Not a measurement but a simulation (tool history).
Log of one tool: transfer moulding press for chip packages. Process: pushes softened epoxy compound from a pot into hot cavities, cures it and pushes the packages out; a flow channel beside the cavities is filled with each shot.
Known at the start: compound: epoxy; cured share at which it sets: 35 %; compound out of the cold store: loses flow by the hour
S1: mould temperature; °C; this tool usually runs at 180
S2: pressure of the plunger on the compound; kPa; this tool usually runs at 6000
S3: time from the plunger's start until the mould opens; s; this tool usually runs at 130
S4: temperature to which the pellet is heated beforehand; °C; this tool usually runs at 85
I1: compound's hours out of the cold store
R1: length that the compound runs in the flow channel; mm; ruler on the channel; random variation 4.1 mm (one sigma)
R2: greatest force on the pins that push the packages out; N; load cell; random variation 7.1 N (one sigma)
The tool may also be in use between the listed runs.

{"run": 1, "hour": 0.0, "S1": 180, "S2": 6000, "S3": 130, "S4": 85, "I1": 15.2, "R1": 985, "R2": 283}
{"run": 2, "hour": 16.0, "S1": 180, "S2": 6000, "S3": 130, "S4": 83, "I1": 33.7, "R1": 904, "R2": 296}
{"run": 3, "hour": 39.1, "S1": 180, "S2": 6000, "S3": 130, "S4": 85, "I1": 9.4, "R1": 1007, "R2": 295}
{"hour": 47.1, "done": "mould's thermocouples calibrated"}
{"hour": 64.0, "done": "cavities cleaned with cleaning compound and waxed"}
{"run": 4, "hour": 77.5, "S1": 180, "S2": 6000, "S3": 130, "S4": 85, "I1": 25.9, "R1": 938, "R2": 310}
{"run": 5, "hour": 100.4, "S1": 180, "S2": 6000, "S3": 130, "S4": 85, "I1": 16.9, "R1": 971, "R2": 288}
{"run": 6, "hour": 120.4, "S1": 184, "S2": 6000, "S3": 130, "S4": 85, "I1": 13.8, "R1": 960, "R2": 279}
{"hour": 133.3, "done": "cavities cleaned with cleaning compound and waxed"}
{"run": 7, "hour": 149.0, "S1": 184, "S2": 6000, "S3": 130, "S4": 85, "I1": 13.6, "R1": 963, "R2": 278}
{"run": 8, "hour": 176.0, "S1": 184, "S2": 6000, "S3": 130, "S4": 85, "I1": 16.7, "R1": 956, "R2": 286}
{"run": 9, "hour": 192.8, "S1": 184, "S2": 6000, "S3": 130, "S4": 85, "I1": 39.5, "R1": 860, "R2": 282}
{"hour": 202.6, "done": "cavities cleaned with cleaning compound and waxed"}
{"run": 10, "hour": 217.6, "S1": 180, "S2": 6000, "S3": 162, "S4": 85, "I1": 21.8, "R1": 953, "R2": 287}
{"hour": 251.7, "done": "plunger's sealing rings changed"}
{"run": 11, "hour": 251.8, "S1": 180, "S2": 6000, "S3": 162, "S4": 85, "I1": 24.0, "R1": 939, "R2": 281}
{"hour": 275.2, "done": "cavities cleaned with cleaning compound and waxed"}
{"run": 12, "hour": 293.1, "S1": 180, "S2": 6000, "S3": 162, "S4": 85, "I1": 41.7, "R1": 882, "R2": 276}
{"run": 13, "hour": 311.2, "S1": 187, "S2": 6000, "S3": 130, "S4": 85, "I1": 24.6, "R1": 901, "R2": 277}
{"run": 14, "hour": 332.6, "S1": 187, "S2": 6000, "S3": 130, "S4": 85, "I1": 38.0, "R1": 849, "R2": 270}
{"hour": 344.3, "done": "cavities cleaned with cleaning compound and waxed"}
{"run": 15, "hour": 356.9, "S1": 187, "S2": 6480, "S3": 130, "S4": 85, "I1": 30.2, "R1": 912, "R2": 277}
{"run": 16, "hour": 382.0, "S1": 182, "S2": 6480, "S3": 130, "S4": 85, "I1": 23.4, "R1": 981, "R2": 282}
{"run": 17, "hour": 410.2, "S1": 182, "S2": 6480, "S3": 130, "S4": 85, "I1": 34.5, "R1": 929, "R2": 287}
{"hour": 414.8, "done": "cavities cleaned with cleaning compound and waxed"}
{"run": 18, "hour": 440.4, "S1": 176, "S2": 6540, "S3": 153, "S4": 83, "I1": 21.8, "R1": 1025, "R2": 289}
{"run": 19, "hour": 474.9, "S1": 180, "S2": 4880, "S3": 130, "S4": 92, "I1": 39.8, "R1": 791, "R2": 281}
{"hour": 485.1, "done": "cavities cleaned with cleaning compound and waxed"}
{"run": 20, "hour": 500.8, "S1": 181, "S2": 5850, "S3": 130, "S4": 85, "I1": 30.9, "R1": 898, "R2": 286}
{"run": 21, "hour": 523.7, "S1": 181, "S2": 5440, "S3": 130, "S4": 85, "I1": 11.8, "R1": 946, "R2": 275}
{"hour": 555.6, "done": "cavities cleaned with cleaning compound and waxed"}
{"run": 22, "hour": 558.9, "S1": 174, "S2": 7310, "S3": 133, "S4": 82, "I1": 43.4, "R1": 1004, "R2": 346}
{"run": 23, "hour": 576.0, "S1": 183, "S2": 6980, "S3": 169, "S4": 94, "I1": 12.1, "R1": 1049, "R2": 276}
{"run": 24, "hour": 604.2, "S1": 186, "S2": 6980, "S3": 169, "S4": 94, "I1": 24.7, "R1": 977, "R2": 264}
{"hour": 626.0, "done": "cavities cleaned with cleaning compound and waxed"}
{"run": 25, "hour": 627.3, "S1": 184, "S2": 6940, "S3": 140, "S4": 85, "I1": 40.6, "R1": 921, "R2": 280}
{"run": 26, "hour": 651.7, "S1": 187, "S2": 5760, "S3": 159, "S4": 94, "I1": 47.1, "R1": 802, "R2": 282}
{"run": 27, "hour": 687.3, "S1": 181, "S2": 5760, "S3": 162, "S4": 94, "I1": 35.7, "R1": 873, "R2": 281}
{"hour": 697.0, "done": "cavities cleaned with cleaning compound and waxed"}
{"run": 28, "hour": 719.4, "S1": 180, "S2": 6150, "S3": 130, "S4": 85, "I1": 27.8, "R1": 945, "R2": 289}
{"run": 29, "hour": 754.9, "S1": 180, "S2": 6150, "S3": 130, "S4": 85, "I1": 9.5, "R1": 1018, "R2": 291}

What if the next run were any one of these 3? Each begins from the tool's condition after run 29:
{"hour": 767.6, "done": "cavities cleaned with cleaning compound and waxed"}
{"run": "A", "hour": 781.9, "S1": 178, "S2": 6000, "S3": 130, "S4": 78, "I1": 8.1, "R1": "?", "R2": "?"}
{"hour": 767.6, "done": "cavities cleaned with cleaning compound and waxed"}
{"run": "B", "hour": 781.9, "S1": 173, "S2": 6150, "S3": 130, "S4": 94, "I1": 38.1, "R1": "?", "R2": "?"}
{"hour": 767.6, "done": "cavities cleaned with cleaning compound and waxed"}
{"run": "C", "hour": 781.9, "S1": 180, "S2": 5060, "S3": 116, "S4": 77, "I1": 32.9, "R1": "?", "R2": "?"}

run=A R1=1029 R2=302
run=B R1=951 R2=361
run=C R1=835 R2=316
With the hidden condition removed and each run's random variation left untouched, the same runs would have given:
run=A R1=1029 R2=301
run=B R1=951 R2=359
run=C R1=835 R2=315

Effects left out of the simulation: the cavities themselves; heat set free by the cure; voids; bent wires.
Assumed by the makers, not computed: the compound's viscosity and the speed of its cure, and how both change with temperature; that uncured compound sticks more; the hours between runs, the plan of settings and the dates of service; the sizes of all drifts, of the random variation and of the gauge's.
